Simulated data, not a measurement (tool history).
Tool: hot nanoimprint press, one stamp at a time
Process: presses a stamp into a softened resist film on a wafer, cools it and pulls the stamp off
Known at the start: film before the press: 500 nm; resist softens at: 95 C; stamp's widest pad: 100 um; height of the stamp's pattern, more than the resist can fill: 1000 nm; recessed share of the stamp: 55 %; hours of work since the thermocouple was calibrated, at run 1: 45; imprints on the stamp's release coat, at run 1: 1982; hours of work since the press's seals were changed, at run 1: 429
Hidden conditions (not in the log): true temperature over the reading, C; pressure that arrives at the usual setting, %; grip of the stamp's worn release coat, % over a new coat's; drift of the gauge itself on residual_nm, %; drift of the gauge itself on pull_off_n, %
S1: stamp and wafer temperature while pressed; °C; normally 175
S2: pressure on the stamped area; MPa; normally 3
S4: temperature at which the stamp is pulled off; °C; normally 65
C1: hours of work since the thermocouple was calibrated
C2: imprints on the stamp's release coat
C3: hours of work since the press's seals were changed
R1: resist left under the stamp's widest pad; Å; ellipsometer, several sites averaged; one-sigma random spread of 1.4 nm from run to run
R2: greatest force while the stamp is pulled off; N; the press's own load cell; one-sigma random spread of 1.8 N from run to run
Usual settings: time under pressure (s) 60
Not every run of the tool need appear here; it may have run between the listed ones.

Run 1, day 0: usual settings; C1 45; C2 1982; C3 429. Result: R1 2668 Å, R2 152 N.
Run 2, day 0.779: usual settings but S2 2.03 MPa; C1 55; C2 2024; C3 440. Result: R1 3061 Å, R2 152 N.
Run 3, day 2.379: usual settings but S2 2.03 MPa; C1 76; C2 2109; C3 461. Result: R1 3063 Å, R2 151 N.
Run 4, day 3.912: usual settings but time under pressure (s) 32; C1 97; C2 2191; C3 481. Result: R1 3248 Å, R2 155 N.
Run 5, day 5.192: usual settings but time under pressure (s) 32; C1 114; C2 2259; C3 498. Result: R1 3273 Å, R2 154 N.
Run 6, day 6.196: usual settings; C1 127; C2 2313; C3 512. Result: R1 2690 Å, R2 153 N.
Run 7, day 7.079: usual settings; C1 139; C2 2360; C3 523. Result: R1 2681 Å, R2 153 N.
Run 8, day 8.35: usual settings but S4 67 °C; C1 156; C2 2428; C3 540. Result: R1 2700 Å, R2 150 N.
At day 9.262: stamp cleaned and given a new release coat.
Run 9, day 9.925: usual settings but S4 67 °C; C1 173; C2 35; C3 558. Result: R1 2719 Å, R2 120 N.
Run 10, day 11.104: usual settings but time under pressure (s) 119; C1 189; C2 98; C3 573. Result: R1 2099 Å, R2 133 N.
Run 11, day 12.583: usual settings but S4 58 °C; C1 208; C2 177; C3 593. Result: R1 2729 Å, R2 155 N.
Run 12, day 13.954: usual settings but S2 3.54 MPa; C1 227; C2 250; C3 611. Result: R1 2570 Å, R2 134 N.
Run 13, day 15.546: usual settings but S2 3.54 MPa; C1 248; C2 335; C3 632. Result: R1 2579 Å, R2 132 N.
Run 14, day 16.892: usual settings but S2 3.9 MPa, time under pressure (s) 73; C1 266; C2 407; C3 650. Result: R1 2315 Å, R2 133 N.
Run 15, day 18.262: usual settings but S2 3.9 MPa, time under pressure (s) 73; C1 284; C2 480; C3 668. Result: R1 2347 Å, R2 138 N.
At day 18.742: press's hydraulic seals changed and the load cell set to zero.
Run 16, day 19.954: usual settings but S1 183 °C, S2 3.9 MPa, time under pressure (s) 73, S4 60 °C; C1 302; C2 553; C3 16. Result: R1 1558 Å, R2 155 N.
Run 17, day 20.692: usual settings but S1 181 °C, S2 4.63 MPa, time under pressure (s) 37, S4 56 °C; C1 312; C2 592; C3 26. Result: R1 2122 Å, R2 168 N.
Run 18, day 21.975: usual settings but time under pressure (s) 80; C1 329; C2 661; C3 43. Result: R1 2497 Å, R2 139 N.
Run 19, day 22.792: usual settings but time under pressure (s) 80; C1 339; C2 704; C3 54. Result: R1 2448 Å, R2 139 N.
Run 20, day 24.133: usual settings but S2 4.27 MPa, S4 57 °C; C1 357; C2 776; C3 72. Result: R1 2380 Å, R2 175 N.
Run 21, day 25.871: usual settings but S2 4.27 MPa, S4 57 °C; C1 380; C2 869; C3 95. Result: R1 2384 Å, R2 170 N.
Run 22, day 27.658: usual settings but S2 4.27 MPa, S4 57 °C; C1 404; C2 964; C3 118. Result: R1 2428 Å, R2 172 N.
Run 23, day 29.05: usual settings but S2 4.27 MPa, S4 57 °C; C1 423; C2 1038; C3 137. Result: R1 2425 Å, R2 174 N.
Run 24, day 30.212: usual settings but S2 4.27 MPa, S4 57 °C; C1 438; C2 1100; C3 152. Result: R1 2409 Å, R2 173 N.
Run 25, day 30.942: usual settings but S2 4.27 MPa, S4 57 °C; C1 448; C2 1139; C3 162. Result: R1 2460 Å, R2 176 N.

Consider 5 possible next runs. They are alternatives, not a sequence: every one starts from the tool as it was left by run 25. What does each give?
Run A, day 31.862: usual settings but S1 173 °C; C1 460; C2 1188; C3 174. Result: R1 ?, R2 ?.
Run B, day 31.862: usual settings; C1 460; C2 1188; C3 174. Result: R1 ?, R2 ?.
Run C, day 31.862: usual settings but S2 2.5 MPa, S4 57 °C; C1 460; C2 1188; C3 174. Result: R1 ?, R2 ?.
Run D, day 31.862: usual settings but S1 176 °C, time under pressure (s) 55, S4 73 °C; C1 460; C2 1188; C3 174. Result: R1 ?, R2 ?.
Run E, day 31.862: usual settings but S1 178 °C; C1 460; C2 1188; C3 174. Result: R1 ?, R2 ?.

run    R1   R2
  A  3019  147
  B  2784  149
  C  2996  177
  D  2773  115
  E  2491  146
With no hidden state in the tool, these same runs would have given:
run    R1   R2
  A  2847  128
  B  2618  129
  C  2829  155
  D  2609   99
  E  2336  127

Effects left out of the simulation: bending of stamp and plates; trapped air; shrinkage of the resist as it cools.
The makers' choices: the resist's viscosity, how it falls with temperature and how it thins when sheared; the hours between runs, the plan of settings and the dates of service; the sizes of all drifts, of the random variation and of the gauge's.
